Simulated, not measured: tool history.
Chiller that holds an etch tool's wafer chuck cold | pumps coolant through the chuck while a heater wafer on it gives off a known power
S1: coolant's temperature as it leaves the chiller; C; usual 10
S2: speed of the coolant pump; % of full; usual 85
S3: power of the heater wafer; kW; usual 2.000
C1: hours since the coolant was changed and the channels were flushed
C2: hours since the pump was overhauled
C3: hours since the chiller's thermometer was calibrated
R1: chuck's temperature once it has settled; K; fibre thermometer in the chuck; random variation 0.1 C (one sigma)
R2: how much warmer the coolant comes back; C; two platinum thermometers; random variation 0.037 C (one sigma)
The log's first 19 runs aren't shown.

run    hour  S1  S2     S3    C1   C2    C3      R1     R2
      865.8  -- coolant pump overhauled, once more
 20   870.8  10  85  1.300  3828    5  4259  301.35   4.82
      884.4  -- chiller's thermometer calibrated
 21   932.5  19  65  1.451  3889   66    48  314.85   7.12
 22   985.8  19  65  2.340  3942  119   101  329.05  11.51
 23  1026.9  13  85  1.019  3984  160   143  300.25   3.82
 24  1060.2  13  85  1.019  4017  193   176  300.25   3.87
 25  1120.3  10  61  2.000  4077  254   236  316.05  10.41
 26  1181.2  12  79  1.853  4138  314   297  312.05   7.47
 27  1224.5  10  81  2.815  4181  358   340  323.35  11.11
 28  1273.9  10  81  2.815  4231  407   389  323.55  11.11
 29  1315.2  10  81  2.815  4272  448   431  323.45  11.12
 30  1364.2  10  81  2.815  4321  497   480  323.45  11.14
 31  1404.8   9  63  1.052  4362  538   520  299.65   5.29
 32  1443.7  10  85  1.738  4400  577   559  307.35   6.60
 33  1483.7   7  85  1.391  4440  617   599  299.65   5.25

Forecast each of these 3 alternatives for the next run:
  A  1536.1  10  83  1.070  4493  669  652   ?   ?
  B  1536.1   4  85  1.465  4493  669  652   ?   ?
  C  1536.1  10  74  1.642  4493  669  652   ?   ?

run      R1    R2
  A  298.35  4.15
  B  297.75  5.52
  C  308.05  7.14
Without the tool's hidden state the same runs would have given:
run      R1    R2
  A  296.15  4.11
  B  294.75  5.48
  C  304.45  7.08

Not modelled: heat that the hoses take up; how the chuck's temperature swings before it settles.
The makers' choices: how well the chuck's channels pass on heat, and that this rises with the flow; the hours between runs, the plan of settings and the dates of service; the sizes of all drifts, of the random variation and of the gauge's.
